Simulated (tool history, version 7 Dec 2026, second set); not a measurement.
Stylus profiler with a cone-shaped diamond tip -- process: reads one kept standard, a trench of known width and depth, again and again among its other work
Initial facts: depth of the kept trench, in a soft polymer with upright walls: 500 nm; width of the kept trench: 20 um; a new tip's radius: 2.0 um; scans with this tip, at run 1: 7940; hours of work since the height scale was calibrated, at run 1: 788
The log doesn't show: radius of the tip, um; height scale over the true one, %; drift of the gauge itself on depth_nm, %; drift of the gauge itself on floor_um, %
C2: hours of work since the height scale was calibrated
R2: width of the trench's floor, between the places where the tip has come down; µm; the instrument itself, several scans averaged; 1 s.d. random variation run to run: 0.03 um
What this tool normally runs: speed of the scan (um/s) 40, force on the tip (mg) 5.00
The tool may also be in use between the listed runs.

run 1 day=0.000 | speed_of_the_scan_(um/s)=40 force_on_the_tip_(mg)=5.00 | scans_with_this_tip=7940 C2=788 | depth_of_the_trench_(Å)=5095.6 R2=17.20
run 2 day=1.300 | speed_of_the_scan_(um/s)=40 force_on_the_tip_(mg)=5.00 | scans_with_this_tip=8183 C2=812 | depth_of_the_trench_(Å)=5095.6 R2=17.14
run 3 day=2.088 | speed_of_the_scan_(um/s)=40 force_on_the_tip_(mg)=5.00 | scans_with_this_tip=8331 C2=827 | depth_of_the_trench_(Å)=5096.4 R2=17.19
run 4 day=3.138 | speed_of_the_scan_(um/s)=40 force_on_the_tip_(mg)=5.00 | scans_with_this_tip=8529 C2=846 | depth_of_the_trench_(Å)=5095.3 R2=17.14
run 5 day=3.954 | speed_of_the_scan_(um/s)=40 force_on_the_tip_(mg)=5.00 | scans_with_this_tip=8682 C2=861 | depth_of_the_trench_(Å)=5096.6 R2=17.15
run 6 day=4.879 | speed_of_the_scan_(um/s)=40 force_on_the_tip_(mg)=5.00 | scans_with_this_tip=8856 C2=879 | depth_of_the_trench_(Å)=5095.5 R2=17.23
run 7 day=5.646 | speed_of_the_scan_(um/s)=40 force_on_the_tip_(mg)=5.00 | scans_with_this_tip=8999 C2=893 | depth_of_the_trench_(Å)=5094.7 R2=17.22
run 8 day=6.338 | speed_of_the_scan_(um/s)=40 force_on_the_tip_(mg)=4.65 | scans_with_this_tip=9129 C2=906 | depth_of_the_trench_(Å)=5092.1 R2=17.18
run 9 day=7.438 | speed_of_the_scan_(um/s)=21 force_on_the_tip_(mg)=4.65 | scans_with_this_tip=9336 C2=926 | depth_of_the_trench_(Å)=5089.9 R2=17.27
run 10 day=8.342 | speed_of_the_scan_(um/s)=21 force_on_the_tip_(mg)=4.65 | scans_with_this_tip=9506 C2=943 | depth_of_the_trench_(Å)=5091.2 R2=17.28
run 11 day=9.838 | speed_of_the_scan_(um/s)=27 force_on_the_tip_(mg)=5.00 | scans_with_this_tip=9786 C2=971 | depth_of_the_trench_(Å)=5095.8 R2=17.28
run 12 day=10.521 | speed_of_the_scan_(um/s)=30 force_on_the_tip_(mg)=3.36 | scans_with_this_tip=9914 C2=984 | depth_of_the_trench_(Å)=5073.0 R2=17.18
run 13 day=11.692 | speed_of_the_scan_(um/s)=66 force_on_the_tip_(mg)=6.39 | scans_with_this_tip=10134 C2=1006 | depth_of_the_trench_(Å)=5113.8 R2=17.10
run 14 day=13.217 | speed_of_the_scan_(um/s)=29 force_on_the_tip_(mg)=8.79 | scans_with_this_tip=10421 C2=1034 | depth_of_the_trench_(Å)=5137.9 R2=17.24
run 15 day=14.662 | speed_of_the_scan_(um/s)=38 force_on_the_tip_(mg)=12.55 | scans_with_this_tip=10692 C2=1061 | depth_of_the_trench_(Å)=5177.1 R2=17.28
run 16 day=16.142 | speed_of_the_scan_(um/s)=25 force_on_the_tip_(mg)=2.25 | scans_with_this_tip=10970 C2=1088 | depth_of_the_trench_(Å)=5056.0 R2=17.17
run 17 day=17.638 | speed_of_the_scan_(um/s)=40 force_on_the_tip_(mg)=2.10 | scans_with_this_tip=11251 C2=1116 | depth_of_the_trench_(Å)=5053.5 R2=17.11
run 18 day=18.271 | speed_of_the_scan_(um/s)=40 force_on_the_tip_(mg)=2.10 | scans_with_this_tip=11370 C2=1128 | depth_of_the_trench_(Å)=5052.3 R2=17.12
run 19 day=18.992 | speed_of_the_scan_(um/s)=148 force_on_the_tip_(mg)=12.04 | scans_with_this_tip=11504 C2=1142 | depth_of_the_trench_(Å)=5171.6 R2=17.00
run 20 day=19.783 | speed_of_the_scan_(um/s)=148 force_on_the_tip_(mg)=12.04 | scans_with_this_tip=11653 C2=1156 | depth_of_the_trench_(Å)=5172.0 R2=16.97
run 21 day=21.154 | speed_of_the_scan_(um/s)=127 force_on_the_tip_(mg)=4.96 | scans_with_this_tip=11910 C2=1182 | depth_of_the_trench_(Å)=5096.0 R2=16.83
run 22 day=22.450 | speed_of_the_scan_(um/s)=17 force_on_the_tip_(mg)=1.98 | scans_with_this_tip=12154 C2=1206 | depth_of_the_trench_(Å)=5050.4 R2=17.26

5 ways to go on from here, each from the tool as it stands after run 22. What would each give?
run A day=23.729 | speed_of_the_scan_(um/s)=97 force_on_the_tip_(mg)=5.00 | scans_with_this_tip=12394 C2=1230 | depth_of_the_trench_(Å)=? R2=?
run B day=23.729 | speed_of_the_scan_(um/s)=91 force_on_the_tip_(mg)=2.27 | scans_with_this_tip=12394 C2=1230 | depth_of_the_trench_(Å)=? R2=?
run C day=23.729 | speed_of_the_scan_(um/s)=30 force_on_the_tip_(mg)=12.39 | scans_with_this_tip=12394 C2=1230 | depth_of_the_trench_(Å)=? R2=?
run D day=23.729 | speed_of_the_scan_(um/s)=96 force_on_the_tip_(mg)=1.78 | scans_with_this_tip=12394 C2=1230 | depth_of_the_trench_(Å)=? R2=?
run E day=23.729 | speed_of_the_scan_(um/s)=43 force_on_the_tip_(mg)=3.86 | scans_with_this_tip=12394 C2=1230 | depth_of_the_trench_(Å)=? R2=?

run=A depth_of_the_trench_(Å)=5094.4 R2=16.99
run=B depth_of_the_trench_(Å)=5057.1 R2=16.85
run=C depth_of_the_trench_(Å)=5175.9 R2=17.26
run=D depth_of_the_trench_(Å)=5047.7 R2=16.72
run=E depth_of_the_trench_(Å)=5080.6 R2=17.20
Stripped of hidden state, with their random variation kept, the same runs would have yielded:
run=A depth_of_the_trench_(Å)=5094.3 R2=17.00
run=B depth_of_the_trench_(Å)=5057.1 R2=16.86
run=C depth_of_the_trench_(Å)=5175.9 R2=17.26
run=D depth_of_the_trench_(Å)=5047.7 R2=16.73
run=E depth_of_the_trench_(Å)=5080.6 R2=17.20
